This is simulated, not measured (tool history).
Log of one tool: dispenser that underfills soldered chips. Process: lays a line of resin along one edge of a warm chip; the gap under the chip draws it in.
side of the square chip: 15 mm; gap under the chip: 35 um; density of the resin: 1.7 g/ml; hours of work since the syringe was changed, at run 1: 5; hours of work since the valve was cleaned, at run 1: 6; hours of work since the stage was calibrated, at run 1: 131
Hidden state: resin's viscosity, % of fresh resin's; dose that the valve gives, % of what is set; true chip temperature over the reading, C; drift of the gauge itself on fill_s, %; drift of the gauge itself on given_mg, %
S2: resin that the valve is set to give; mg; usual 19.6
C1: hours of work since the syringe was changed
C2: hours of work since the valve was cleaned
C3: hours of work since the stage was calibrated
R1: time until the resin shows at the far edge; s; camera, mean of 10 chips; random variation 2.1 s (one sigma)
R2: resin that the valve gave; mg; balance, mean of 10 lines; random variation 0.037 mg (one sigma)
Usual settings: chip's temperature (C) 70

Run 1, hour 0: usual settings; C1 5; C2 6; C3 131. Result: R1 295 s, R2 19.45 mg.
At hour 1.5: new syringe of resin.
Run 2, hour 8.8: usual settings but chip's temperature (C) 58; C1 5; C2 12; C3 137. Result: R1 503.8 s, R2 19.33 mg.
At hour 10.5: new syringe of resin.
Run 3, hour 16.8: usual settings but chip's temperature (C) 58; C1 4; C2 17; C3 142. Result: R1 492.2 s, R2 19.36 mg.
At hour 19.6: new syringe of resin.
Run 4, hour 22.8: usual settings but chip's temperature (C) 58; C1 2; C2 21; C3 146. Result: R1 427.7 s, R2 19.24 mg.
At hour 28.7: new syringe of resin.
Run 5, hour 31.2: usual settings but chip's temperature (C) 58; C1 2; C2 26; C3 151. Result: R1 423.7 s, R2 19.17 mg.
At hour 37.5: new syringe of resin.
Run 6, hour 40.9: usual settings but chip's temperature (C) 58; C1 2; C2 33; C3 158. Result: R1 421.2 s, R2 19.1 mg.
At hour 46.1: new syringe of resin.
Run 7, hour 51.6: usual settings but chip's temperature (C) 58; C1 4; C2 40; C3 165. Result: R1 468.7 s, R2 18.92 mg.
At hour 53.9: dispensing valve cleaned and set on the balance.
At hour 56.2: new syringe of resin.
Run 8, hour 62.8: usual settings but chip's temperature (C) 74; C1 4; C2 6; C3 171. Result: R1 239.3 s, R2 19.5 mg.
At hour 64.8: new syringe of resin.
Run 9, hour 67.6: usual settings but chip's temperature (C) 74; C1 2; C2 9; C3 174. Result: R1 204.5 s, R2 19.45 mg.
At hour 74.2: new syringe of resin.
Run 10, hour 78.4: usual settings but chip's temperature (C) 74; C1 3; C2 16; C3 181. Result: R1 220.8 s, R2 19.35 mg.
At hour 82.9: new syringe of resin.
Run 11, hour 88.8: usual settings but chip's temperature (C) 74; C1 4; C2 23; C3 188. Result: R1 240.8 s, R2 19.29 mg.
At hour 91.5: new syringe of resin.
Run 12, hour 96.6: usual settings but chip's temperature (C) 74; C1 3; C2 28; C3 193. Result: R1 226.1 s, R2 19.15 mg.
At hour 100.3: new syringe of resin.
Run 13, hour 102.3: usual settings but chip's temperature (C) 74; C1 1; C2 31; C3 197. Result: R1 206.5 s, R2 19.08 mg.
At hour 109: new syringe of resin.
Run 14, hour 112.4: usual settings but S2 20.8 mg; C1 2; C2 38; C3 203. Result: R1 254.8 s, R2 20.15 mg.
At hour 117.6: dispensing valve cleaned and set on the balance.
At hour 118.6: new syringe of resin.
Run 15, hour 121.8: usual settings but S2 20.8 mg; C1 2; C2 3; C3 209. Result: R1 252.5 s, R2 20.74 mg.
At hour 127.3: new syringe of resin.
Run 16, hour 130.6: usual settings; C1 2; C2 8; C3 215. Result: R1 251.5 s, R2 19.46 mg.
At hour 136.3: new syringe of resin.
Run 17, hour 139.6: usual settings but chip's temperature (C) 62; C1 2; C2 14; C3 221. Result: R1 369 s, R2 19.37 mg.
At hour 145.4: new syringe of resin.
Run 18, hour 146.3: usual settings but chip's temperature (C) 69, S2 24.6 mg; C1 1; C2 19; C3 225. Result: R1 232.6 s, R2 24.14 mg.
At hour 154.3: new syringe of resin.
Run 19, hour 157.4: usual settings but chip's temperature (C) 72, S2 21.3 mg; C1 2; C2 26; C3 232. Result: R1 229.5 s, R2 20.81 mg.
At hour 163.5: new syringe of resin.
Run 20, hour 167.4: usual settings but chip's temperature (C) 72, S2 21.3 mg; C1 3; C2 32; C3 239. Result: R1 239.5 s, R2 20.61 mg.
At hour 172.8: new syringe of resin.
Run 21, hour 172.8: usual settings but chip's temperature (C) 72, S2 21.3 mg; C1 0; C2 36; C3 242. Result: R1 203.4 s, R2 20.55 mg.
At hour 181.4: dispensing valve cleaned and set on the balance.
At hour 182.4: new syringe of resin.
Run 22, hour 184.2: usual settings but chip's temperature (C) 65, S2 23.2 mg; C1 1; C2 2; C3 249. Result: R1 295.4 s, R2 23.1 mg.
Run 23, hour 189.9: usual settings but chip's temperature (C) 65, S2 23.2 mg; C1 5; C2 6; C3 253. Result: R1 378.1 s, R2 23.1 mg.
At hour 191.1: new syringe of resin.
Run 24, hour 197: usual settings but chip's temperature (C) 65, S2 21 mg; C1 4; C2 10; C3 257. Result: R1 352 s, R2 20.77 mg.
At hour 199.9: new syringe of resin.
Run 25, hour 206.2: usual settings but S2 21.9 mg; C1 4; C2 16; C3 263. Result: R1 288.2 s, R2 21.55 mg.
At hour 208.7: new syringe of resin.
Run 26, hour 216.2: usual settings but chip's temperature (C) 78, S2 21.6 mg; C1 5; C2 23; C3 270. Result: R1 214.7 s, R2 21.23 mg.
At hour 217.8: new syringe of resin.
At hour 227.3: new syringe of resin.
Run 27, hour 228: usual settings but chip's temperature (C) 78, S2 21.6 mg; C1 0; C2 30; C3 277. Result: R1 164.4 s, R2 20.99 mg.
At hour 236: new syringe of resin.
Run 28, hour 238.6: usual settings but chip's temperature (C) 78, S2 21.6 mg; C1 2; C2 37; C3 284. Result: R1 178.5 s, R2 20.96 mg.
At hour 244.9: dispensing valve cleaned and set on the balance.
At hour 245.9: new syringe of resin.
Run 29, hour 247: usual settings but chip's temperature (C) 78, S2 21.6 mg; C1 1; C2 1; C3 289. Result: R1 165.2 s, R2 21.56 mg.
Run 30, hour 252: usual settings but chip's temperature (C) 78, S2 20.2 mg; C1 4; C2 5; C3 293. Result: R1 207.7 s, R2 20.14 mg.
At hour 255.2: new syringe of resin.
Run 31, hour 262.8: usual settings but chip's temperature (C) 82, S2 21.5 mg; C1 5; C2 12; C3 300. Result: R1 186 s, R2 21.27 mg.
At hour 264.5: new syringe of resin.
Run 32, hour 272.4: usual settings but chip's temperature (C) 82, S2 21.5 mg; C1 5; C2 18; C3 306. Result: R1 189.2 s, R2 21.13 mg.
At hour 273.7: new syringe of resin.
Run 33, hour 279.1: usual settings but chip's temperature (C) 82, S2 21.5 mg; C1 4; C2 22; C3 310. Result: R1 169.6 s, R2 21.04 mg.
At hour 282.4: new syringe of resin.
Run 34, hour 286.6: usual settings but chip's temperature (C) 68, S2 25.5 mg; C1 3; C2 27; C3 315. Result: R1 297.1 s, R2 24.81 mg.

Some steps in R1 between neighbouring runs. How much of each would the tool show without its hidden state too (settings, what came in, random variation), and how much is left for the hidden state, with any gauge scatter that isn't in both results?
Run 1 -> 2: chip's temperature (C) 70 -> 58, new syringe of resin. R1 +208.8 s: hidden state +65.1, all else +143.7.
Run 3 -> 4: new syringe of resin. R1 -64.5 s: hidden state -61.9, all else -2.6.
Run 7 -> 8: chip's temperature (C) 58 -> 74, dispensing valve cleaned and set on the balance, new syringe of resin. R1 -229.4 s: hidden state -48.1, all else -181.3.
Run 17 -> 18: chip's temperature (C) 62 -> 69, S2 19.6 -> 24.6, new syringe of resin. R1 -136.4 s: hidden state -54.4, all else -82.
Run 22 -> 23: no setting changed, nothing entered. R1 +82.7 s: hidden state +81.1, all else +1.6.

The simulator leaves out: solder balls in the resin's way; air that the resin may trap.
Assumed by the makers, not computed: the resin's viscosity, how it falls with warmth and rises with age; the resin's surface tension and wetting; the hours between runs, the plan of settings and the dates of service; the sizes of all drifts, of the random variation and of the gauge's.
